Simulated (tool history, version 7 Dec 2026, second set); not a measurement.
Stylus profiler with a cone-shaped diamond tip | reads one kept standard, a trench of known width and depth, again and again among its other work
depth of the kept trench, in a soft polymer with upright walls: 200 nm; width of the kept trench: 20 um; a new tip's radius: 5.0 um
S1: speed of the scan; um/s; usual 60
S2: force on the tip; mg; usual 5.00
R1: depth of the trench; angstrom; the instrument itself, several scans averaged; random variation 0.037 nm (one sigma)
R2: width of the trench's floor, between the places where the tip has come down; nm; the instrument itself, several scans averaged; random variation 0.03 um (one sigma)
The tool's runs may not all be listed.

Run 1, day 0.000: usual settings. Result: R1 2052.9 angstrom, R2 16950 nm.
Run 2, day 3.388: usual settings but S2 1.77 mg. Result: R1 2026.0 angstrom, R2 16830 nm.
Run 3, day 5.908: usual settings but S2 1.77 mg. Result: R1 2025.9 angstrom, R2 16860 nm.
Run 4, day 7.767: usual settings but S2 2.39 mg. Result: R1 2032.4 angstrom, R2 16870 nm.
Run 5, day 9.812: usual settings but S2 2.39 mg. Result: R1 2032.6 angstrom, R2 16920 nm.
Run 6, day 11.217: usual settings but S2 6.16 mg. Result: R1 2061.5 angstrom, R2 16980 nm.
Run 7, day 14.129: usual settings but S2 6.16 mg. Result: R1 2061.1 angstrom, R2 17030 nm.
Run 8, day 16.171: usual settings but S2 6.16 mg. Result: R1 2062.0 angstrom, R2 16960 nm.
Run 9, day 19.512: usual settings but S2 6.16 mg. Result: R1 2061.6 angstrom, R2 17020 nm.
Run 10, day 22.242: usual settings. Result: R1 2052.6 angstrom, R2 16960 nm.
Run 11, day 25.212: usual settings but S2 1.71 mg. Result: R1 2025.3 angstrom, R2 16810 nm.
Run 12, day 27.112: usual settings but S2 1.71 mg. Result: R1 2026.1 angstrom, R2 16840 nm.
Run 13, day 28.521: usual settings but S2 1.71 mg. Result: R1 2025.6 angstrom, R2 16860 nm.
Run 14, day 30.158: usual settings. Result: R1 2053.2 angstrom, R2 16990 nm.
Run 15, day 32.000: usual settings. Result: R1 2053.5 angstrom, R2 17010 nm.
Run 16, day 34.300: usual settings but S2 3.21 mg. Result: R1 2039.9 angstrom, R2 16920 nm.
Run 17, day 37.271: usual settings but S2 7.24 mg. Result: R1 2068.6 angstrom, R2 17010 nm.
Run 18, day 39.962: usual settings but S2 3.81 mg. Result: R1 2045.2 angstrom, R2 16960 nm.
Run 19, day 41.546: usual settings. Result: R1 2053.4 angstrom, R2 16970 nm.
Run 20, day 43.629: usual settings. Result: R1 2054.1 angstrom, R2 17010 nm.
Run 21, day 46.204: usual settings but S1 66 um/s, S2 2.58 mg. Result: R1 2034.2 angstrom, R2 16920 nm.
Run 22, day 48.933: usual settings but S1 15 um/s, S2 2.14 mg. Result: R1 2030.5 angstrom, R2 17080 nm.
Run 23, day 50.600: usual settings but S1 15 um/s, S2 2.14 mg. Result: R1 2030.4 angstrom, R2 17060 nm.
Run 24, day 52.508: usual settings but S1 15 um/s, S2 2.14 mg. Result: R1 2030.3 angstrom, R2 17080 nm.
Run 25, day 55.417: usual settings but S2 10.71 mg. Result: R1 2089.3 angstrom, R2 17050 nm.
Run 26, day 57.221: usual settings but S1 20 um/s, S2 10.71 mg. Result: R1 2088.6 angstrom, R2 17150 nm.
Run 27, day 59.875: usual settings but S1 20 um/s, S2 10.71 mg. Result: R1 2088.9 angstrom, R2 17180 nm.
Run 28, day 62.712: usual settings but S1 231 um/s. Result: R1 2053.4 angstrom, R2 16280 nm.
Run 29, day 64.912: usual settings but S1 34 um/s, S2 9.20 mg. Result: R1 2080.4 angstrom, R2 17130 nm.
Run 30, day 66.338: usual settings but S1 88 um/s, S2 13.55 mg. Result: R1 2104.5 angstrom, R2 17060 nm.
Run 31, day 68.975: usual settings but S1 27 um/s, S2 2.97 mg. Result: R1 2038.0 angstrom, R2 17130 nm.
Run 32, day 70.754: usual settings but S1 20 um/s, S2 4.31 mg. Result: R1 2048.7 angstrom, R2 17070 nm.
Run 33, day 74.096: usual settings but S1 125 um/s, S2 1.89 mg. Result: R1 2028.4 angstrom, R2 16470 nm.
Run 34, day 77.421: usual settings but S1 125 um/s, S2 1.89 mg. Result: R1 2027.7 angstrom, R2 16460 nm.
Run 35, day 79.212: usual settings but S1 125 um/s, S2 2.57 mg. Result: R1 2033.4 angstrom, R2 16550 nm.
Run 36, day 80.983: usual settings but S1 25 um/s, S2 11.84 mg. Result: R1 2094.9 angstrom, R2 17100 nm.
Run 37, day 82.592: usual settings but S1 102 um/s, S2 11.03 mg. Result: R1 2090.7 angstrom, R2 16980 nm.
Run 38, day 84.471: usual settings but S1 102 um/s, S2 11.03 mg. Result: R1 2091.5 angstrom, R2 16910 nm.
Run 39, day 85.838: usual settings but S1 102 um/s, S2 2.53 mg. Result: R1 2033.4 angstrom, R2 16620 nm.
Run 40, day 88.283: usual settings but S2 2.53 mg. Result: R1 2033.4 angstrom, R2 16880 nm.

Not shown: 1 entry that the log had between the listed runs. Between which runs, and how does the tool's hidden state differ before and after?
Between runs 25 and 26: height scale calibrated on a step standard (day 56.592)
  height scale over the true one, %: 0.001 -> 0
